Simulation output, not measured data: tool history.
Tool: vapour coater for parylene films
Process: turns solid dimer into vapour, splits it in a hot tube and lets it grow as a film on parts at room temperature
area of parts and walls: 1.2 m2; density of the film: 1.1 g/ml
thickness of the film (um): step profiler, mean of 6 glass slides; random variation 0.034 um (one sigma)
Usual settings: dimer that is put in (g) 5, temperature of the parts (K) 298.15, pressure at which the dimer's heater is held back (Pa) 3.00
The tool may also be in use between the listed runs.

run,hour,dimer that is put in (g),temperature of the parts (K),pressure at which the dimer's heater is held back (Pa),thickness of the film (um)
1,0.0,5,298.15,3.00,3.17
2,41.0,5,298.15,3.00,3.14
3,91.4,5,298.15,3.00,3.09
# hour 166.5: trap's valve overhauled
4,172.2,5,298.15,3.00,3.43
5,254.1,5,298.15,3.00,3.37
6,314.3,5,298.15,3.00,3.36
7,350.7,7,298.15,3.00,4.68
8,398.5,7,298.15,3.00,4.69
9,472.1,7,298.15,3.00,4.59
10,549.5,7,298.15,3.00,4.46
11,628.2,7,298.15,3.00,4.42
# hour 648.7: trap's valve overhauled
12,697.8,7,298.15,3.00,4.72
13,768.7,7,298.15,3.00,4.77
14,808.2,5,298.15,2.91,3.42
15,887.2,5,298.15,2.91,3.35
16,922.2,5,298.15,2.91,3.31
17,969.6,5,300.15,8.65,2.40
18,1006.6,7,295.15,8.65,3.80
19,1056.5,6,293.15,3.00,4.12
20,1094.0,3,298.15,2.13,2.04
# hour 1129.8: trap's valve overhauled
21,1139.7,2,298.15,3.00,1.39

Forecast each of these 5 alternatives for the next run:
A,1198.1,3,298.15,6.57,?
B,1198.1,6,291.15,3.00,?
C,1198.1,4,294.15,10.30,?
D,1198.1,3,298.15,3.00,?
E,1198.1,5,292.15,7.86,?

run,thickness of the film (um)
A,1.70
B,4.39
C,2.24
D,2.11
E,3.15
Without the tool's hidden state the same runs would have given:
run,thickness of the film (um)
A,1.68
B,4.45
C,2.22
D,2.09
E,3.12
